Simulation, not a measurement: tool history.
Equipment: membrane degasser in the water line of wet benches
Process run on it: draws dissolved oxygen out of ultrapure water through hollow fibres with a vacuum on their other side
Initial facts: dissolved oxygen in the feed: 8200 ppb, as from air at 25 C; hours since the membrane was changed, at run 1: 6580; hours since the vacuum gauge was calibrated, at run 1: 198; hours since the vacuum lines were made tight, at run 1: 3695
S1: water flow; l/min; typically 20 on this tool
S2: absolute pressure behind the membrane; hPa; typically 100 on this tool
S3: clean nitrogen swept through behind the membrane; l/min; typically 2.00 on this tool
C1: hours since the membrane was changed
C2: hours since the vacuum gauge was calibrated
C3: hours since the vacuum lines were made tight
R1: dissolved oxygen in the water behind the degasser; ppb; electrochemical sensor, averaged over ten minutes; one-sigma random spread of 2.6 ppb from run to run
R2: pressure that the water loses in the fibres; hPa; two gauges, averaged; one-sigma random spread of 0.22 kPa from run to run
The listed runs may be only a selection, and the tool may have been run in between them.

| run | day | S1 | S2 | S3 | C1 | C2 | C3 | R1 | R2 |
|---|---|---|---|---|---|---|---|---|---|
| 1 | 0.000 | 20 | 100 | 2.00 | 6580 | 198 | 3695 | 257.1 | 559.3 |
| 2 | 5.800 | 20 | 100 | 2.00 | 6719 | 338 | 3834 | 259.8 | 559.8 |
| 3 | 12.879 | 20 | 100 | 2.00 | 6889 | 508 | 4004 | 263.2 | 560.0 |
| 4 | 19.917 | 20 | 100 | 2.00 | 7058 | 676 | 4173 | 259.2 | 560.2 |
| 5 | 27.046 | 20 | 100 | 2.00 | 7229 | 848 | 4344 | 261.7 | 558.6 |
| 6 | 33.654 | 20 | 100 | 2.00 | 7388 | 1006 | 4503 | 259.4 | 565.4 |
| 7 | 41.092 | 20 | 101 | 2.00 | 7566 | 1185 | 4681 | 261.3 | 561.6 |
| 8 | 47.650 | 20 | 173 | 2.00 | 7724 | 1342 | 4839 | 421.5 | 562.8 |
| 9 | 52.700 | 17 | 100 | 2.00 | 7845 | 1463 | 4960 | 195.9 | 480.2 |
| 10 | 56.908 | 17 | 100 | 2.00 | 7946 | 1564 | 5061 | 194.4 | 477.3 |
| 11 | 60.592 | 20 | 100 | 3.18 | 8034 | 1653 | 5149 | 204.9 | 561.1 |
| 12 | 67.475 | 20 | 100 | 3.18 | 8199 | 1818 | 5315 | 206.9 | 565.1 |
| 13 | 72.012 | 20 | 100 | 3.18 | 8308 | 1927 | 5423 | 206.0 | 568.6 |
| 14 | 78.496 | 20 | 100 | 1.67 | 8464 | 2082 | 5579 | 284.4 | 565.1 |
| 15 | 82.808 | 20 | 161 | 2.00 | 8567 | 2186 | 5683 | 394.0 | 568.2 |
| 16 | 86.646 | 20 | 100 | 3.62 | 8659 | 2278 | 5775 | 191.2 | 565.0 |
| 17 | 92.292 | 16 | 143 | 2.00 | 8795 | 2413 | 5910 | 250.0 | 451.1 |
| 18 | 98.133 | 20 | 81 | 4.27 | 8935 | 2554 | 6050 | 158.3 | 569.8 |
| 19 | 102.479 | 20 | 81 | 4.27 | 9039 | 2658 | 6155 | 159.9 | 567.7 |
| 20 | 106.092 | 20 | 170 | 4.27 | 9126 | 2745 | 6241 | 254.7 | 569.6 |
| 21 | 109.412 | 20 | 170 | 3.88 | 9206 | 2824 | 6321 | 274.0 | 570.0 |
| 22 | 115.592 | 20 | 170 | 3.88 | 9354 | 2973 | 6469 | 268.6 | 566.6 |
| 23 | 119.167 | 20 | 131 | 3.88 | 9440 | 3058 | 6555 | 225.6 | 571.6 |
| 24 | 123.750 | 20 | 191 | 2.81 | 9550 | 3168 | 6665 | 357.1 | 571.2 |
| 25 | 126.958 | 31 | 164 | 2.81 | 9627 | 3245 | 6742 | 666.2 | 883.2 |
| 26 | 134.033 | 31 | 69 | 3.61 | 9797 | 3415 | 6912 | 438.3 | 882.0 |
| 27 | 140.471 | 17 | 96 | 1.81 | 9951 | 3570 | 7067 | 196.8 | 488.2 |
| 28 | 146.083 | 29 | 73 | 1.83 | 10086 | 3704 | 7201 | 451.1 | 832.2 |
| 29 | 152.079 | 22 | 157 | 4.79 | 10230 | 3848 | 7345 | 275.8 | 633.3 |
|  | 152.792 | gauge calibrated |
| 30 | 156.412 | 17 | 100 | 0.99 | 10334 | 3952 | 7449 | 309.4 | 470.4 |
| 31 | 162.058 | 17 | 85 | 3.15 | 10469 | 4088 | 7585 | 130.3 | 476.9 |
| 32 | 167.796 | 17 | 85 | 3.15 | 10607 | 4225 | 7722 | 126.7 | 474.1 |

Consider 4 possible next runs. They are alternatives, not a sequence: every one starts from the tool as it was left by run 32. What does each give?
| A | 172.008 | 21 | 237 | 2.45 | 10708 | 4327 | 7823 | ? | ? |
| B | 172.008 | 15 | 128 | 1.16 | 10708 | 4327 | 7823 | ? | ? |
| C | 172.008 | 13 | 85 | 3.15 | 10708 | 4327 | 7823 | ? | ? |
| D | 172.008 | 20 | 65 | 2.00 | 10708 | 4327 | 7823 | ? | ? |

| run | R1 | R2 |
|---|---|---|
| A | 508.9 | 590.7 |
| B | 318.6 | 419.8 |
| C | 72.7 | 362.5 |
| D | 181.6 | 562.6 |
Take away the tool's hidden state, keep each run's random variation, and the runs would have read:
| run | R1 | R2 |
|---|---|---|
| A | 508.2 | 588.1 |
| B | 318.3 | 418.0 |
| C | 72.6 | 360.9 |
| D | 181.1 | 560.1 |
